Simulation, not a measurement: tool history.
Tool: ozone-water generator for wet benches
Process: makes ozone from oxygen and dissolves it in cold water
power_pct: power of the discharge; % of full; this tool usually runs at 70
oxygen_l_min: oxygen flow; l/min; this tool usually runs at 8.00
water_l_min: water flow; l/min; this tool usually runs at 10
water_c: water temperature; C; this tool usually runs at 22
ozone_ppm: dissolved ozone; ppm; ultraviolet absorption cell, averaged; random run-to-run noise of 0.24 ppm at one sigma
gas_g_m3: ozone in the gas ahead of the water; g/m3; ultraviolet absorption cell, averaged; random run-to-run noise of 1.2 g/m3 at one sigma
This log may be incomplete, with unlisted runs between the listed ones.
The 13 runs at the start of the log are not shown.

run   hour  power_pct  oxygen_l_min  water_l_min  water_c  hours of work since the electrodes were changed  hours of work since the contactor was cleaned  hours of work since the thermometer was calibrated  ozone_ppm  gas_g_m3
 14  318.9         70          8.00           15       22                                              837                                           1249                                                1161       30.3     221.5
 15  348.5         70          8.00           10       22                                              855                                           1267                                                1179       36.3     221.2
 16  382.2         70          8.00           10       22                                              877                                           1289                                                1200       35.9     223.1
 17  398.2         70          8.00           15       16                                              887                                           1299                                                1210       34.3     222.1
 18  429.5         44          6.87           14       21                                              906                                           1318                                                1230       22.3     165.6
 19  446.8         98          7.05           14       18                                              917                                           1329                                                1241       46.5     318.2
 20  469.0         74          5.79           13       22                                              931                                           1343                                                1255       37.2     287.7
 21  490.2         74          5.79           13       22                                              944                                           1357                                                1268       36.9     286.9
 22  517.3         61          5.33            8       22                                              962                                           1374                                                1285       41.0     257.7
 23  533.3         52          9.43            8       16                                              972                                           1384                                                1295       32.9     153.9
 24  548.8         98          8.00           10       16                                              981                                           1393                                                1305       55.2     294.9
 25  579.3         97          6.22           14       15                                             1000                                           1413                                                1324       50.3     347.6
 26  596.7         70         12.95           10       22                                             1011                                           1423                                                1335       28.8     160.2
 27  613.9         89          5.56           14       30                                             1022                                           1434                                                1346       35.9     343.9
 28  633.8         89          5.56           14       30                                             1035                                           1447                                                1359       36.2     344.6
 29  658.9         41          7.13            9       21                                             1051                                           1463                                                1374       25.7     152.0
 30  678.5         41          7.13            9       14                                             1063                                           1475                                                1387       29.9     150.4
 31  710.2         41          7.13            9       14                                             1083                                           1495                                                1407       29.8     151.6
 32  737.3         41          7.13            9       14                                             1100                                           1512                                                1424       29.6     153.1

Predict each of these 5 candidate next runs independently; none follows another, all start after run 32:
  A  767.9         70          8.00            7       17                                             1119                                           1531                                                1443          ?         ?
  B  767.9         50          7.13            9       14                                             1119                                           1531                                                1443          ?         ?
  C  767.9         41          8.93           12       14                                             1119                                           1531                                                1443          ?         ?
  D  767.9         40          9.03            9       14                                             1119                                           1531                                                1443          ?         ?
  E  767.9         70          8.00            7       19                                             1119                                           1531                                                1443          ?         ?

run  ozone_ppm  gas_g_m3
  A       46.1     222.7
  B       35.0     176.8
  C       24.1     130.2
  D       26.9     128.2
  E       44.0     221.3
Without the tool's hidden state the same runs would have given:
run  ozone_ppm  gas_g_m3
  A       47.2     225.1
  B       35.7     178.1
  C       24.6     130.9
  D       27.4     128.9
  E       45.0     223.6
